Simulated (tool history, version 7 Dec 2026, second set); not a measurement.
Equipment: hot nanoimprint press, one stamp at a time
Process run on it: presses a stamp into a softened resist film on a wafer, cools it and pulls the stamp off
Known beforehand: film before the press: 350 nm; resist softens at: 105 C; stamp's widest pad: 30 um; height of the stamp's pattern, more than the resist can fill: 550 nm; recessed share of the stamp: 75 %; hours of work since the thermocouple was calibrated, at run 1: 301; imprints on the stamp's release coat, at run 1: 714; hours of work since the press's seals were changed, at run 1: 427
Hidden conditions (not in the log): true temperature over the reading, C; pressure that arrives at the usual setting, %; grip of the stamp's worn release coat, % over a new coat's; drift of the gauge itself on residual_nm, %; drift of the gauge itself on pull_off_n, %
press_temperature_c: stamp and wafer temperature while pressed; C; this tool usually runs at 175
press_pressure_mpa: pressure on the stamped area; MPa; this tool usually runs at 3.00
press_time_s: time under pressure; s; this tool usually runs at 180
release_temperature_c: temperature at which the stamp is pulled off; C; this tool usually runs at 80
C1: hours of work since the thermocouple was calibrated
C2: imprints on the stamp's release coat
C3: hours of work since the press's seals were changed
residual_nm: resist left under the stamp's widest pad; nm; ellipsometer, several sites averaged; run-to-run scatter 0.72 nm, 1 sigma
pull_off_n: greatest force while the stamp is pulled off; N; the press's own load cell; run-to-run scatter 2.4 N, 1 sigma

Run 1, hour 0.0: usual settings; C1 301; C2 714; C3 427. Result: residual_nm 180.5 nm, pull_off_n 133 N.
Run 2, hour 95.3: usual settings; C1 370; C2 1082; C3 496. Result: residual_nm 182.1 nm, pull_off_n 143 N.
Run 3, hour 165.5: usual settings; C1 421; C2 1353; C3 547. Result: residual_nm 183.0 nm, pull_off_n 152 N.
At hour 198.1: plate thermocouple calibrated.
Run 4, hour 256.8: usual settings but press_temperature_c 173 C; C1 42; C2 1694; C3 611. Result: residual_nm 183.7 nm, pull_off_n 161 N.
Run 5, hour 318.8: usual settings but press_temperature_c 173 C; C1 87; C2 1934; C3 655. Result: residual_nm 185.1 nm, pull_off_n 171 N.
At hour 381.3: stamp cleaned and given a new release coat.
Run 6, hour 427.4: usual settings but press_temperature_c 173 C; C1 161; C2 178; C3 729. Result: residual_nm 186.6 nm, pull_off_n 115 N.
Run 7, hour 511.5: usual settings but press_temperature_c 173 C; C1 222; C2 503; C3 790. Result: residual_nm 189.2 nm, pull_off_n 122 N.
Run 8, hour 602.4: usual settings but release_temperature_c 72 C; C1 287; C2 854; C3 856. Result: residual_nm 178.6 nm, pull_off_n 149 N.
Run 9, hour 695.2: usual settings but press_temperature_c 165 C, release_temperature_c 72 C; C1 354; C2 1213; C3 922. Result: residual_nm 240.8 nm, pull_off_n 162 N.
Run 10, hour 747.0: usual settings but press_temperature_c 165 C, release_temperature_c 72 C; C1 392; C2 1413; C3 960. Result: residual_nm 242.1 nm, pull_off_n 171 N.
Run 11, hour 810.2: usual settings but press_temperature_c 165 C, release_temperature_c 74 C; C1 437; C2 1657; C3 1005. Result: residual_nm 243.6 nm, pull_off_n 177 N.
At hour 822.7: plate thermocouple calibrated.
Run 12, hour 897.7: usual settings but press_temperature_c 165 C, release_temperature_c 74 C; C1 54; C2 1984; C3 1066. Result: residual_nm 236.5 nm, pull_off_n 187 N.
At hour 948.1: stamp cleaned and given a new release coat.
Run 13, hour 974.4: usual settings; C1 105; C2 101; C3 1117. Result: residual_nm 175.2 nm, pull_off_n 112 N.
Run 14, hour 1037.2: usual settings; C1 150; C2 344; C3 1163. Result: residual_nm 177.5 nm, pull_off_n 118 N.
Run 15, hour 1119.5: usual settings; C1 210; C2 662; C3 1222. Result: residual_nm 178.6 nm, pull_off_n 134 N.
Run 16, hour 1197.3: usual settings but press_temperature_c 186 C, press_time_s 253 s; C1 266; C2 963; C3 1278. Result: residual_nm 108.5 nm, pull_off_n 139 N.
At hour 1258.4: press's hydraulic seals changed and the load cell set to zero.
Run 17, hour 1302.0: usual settings but press_temperature_c 166 C, press_pressure_mpa 1.87 MPa, release_temperature_c 68 C; C1 336; C2 1337; C3 31. Result: residual_nm 266.0 nm, pull_off_n 171 N.
Run 18, hour 1364.7: usual settings but press_temperature_c 166 C, press_pressure_mpa 1.87 MPa, release_temperature_c 68 C; C1 381; C2 1579; C3 77. Result: residual_nm 264.2 nm, pull_off_n 188 N.
Run 19, hour 1440.6: usual settings but press_temperature_c 166 C, press_pressure_mpa 1.80 MPa, release_temperature_c 77 C; C1 436; C2 1873; C3 131. Result: residual_nm 270.2 nm, pull_off_n 179 N.
At hour 1451.5: plate thermocouple calibrated.
At hour 1523.6: stamp cleaned and given a new release coat.
Run 20, hour 1538.7: usual settings but press_temperature_c 166 C, press_pressure_mpa 1.80 MPa, release_temperature_c 77 C; C1 59; C2 58; C3 196. Result: residual_nm 260.7 nm, pull_off_n 116 N.
Run 21, hour 1620.5: usual settings but press_temperature_c 184 C, press_pressure_mpa 2.64 MPa, press_time_s 127 s, release_temperature_c 77 C; C1 118; C2 374; C3 255. Result: residual_nm 158.5 nm, pull_off_n 124 N.
Run 22, hour 1707.1: usual settings but press_temperature_c 184 C, press_pressure_mpa 2.64 MPa, press_time_s 318 s, release_temperature_c 77 C; C1 180; C2 709; C3 317. Result: residual_nm 108.3 nm, pull_off_n 137 N.
Run 23, hour 1780.9: usual settings but press_temperature_c 170 C; C1 233; C2 994; C3 370. Result: residual_nm 205.4 nm, pull_off_n 141 N.

Predict the results of run 24:
Run 24, hour 1834.3: usual settings but press_temperature_c 170 C; C1 272; C2 1201; C3 409. Result: residual_nm ?, pull_off_n ?.

residual_nm: 205.2 nm
pull_off_n: 147 N
Were there no unlogged condition in the tool, this run, its random variation unchanged, would have produced residual_nm 198.8 nm, pull_off_n 107 N.
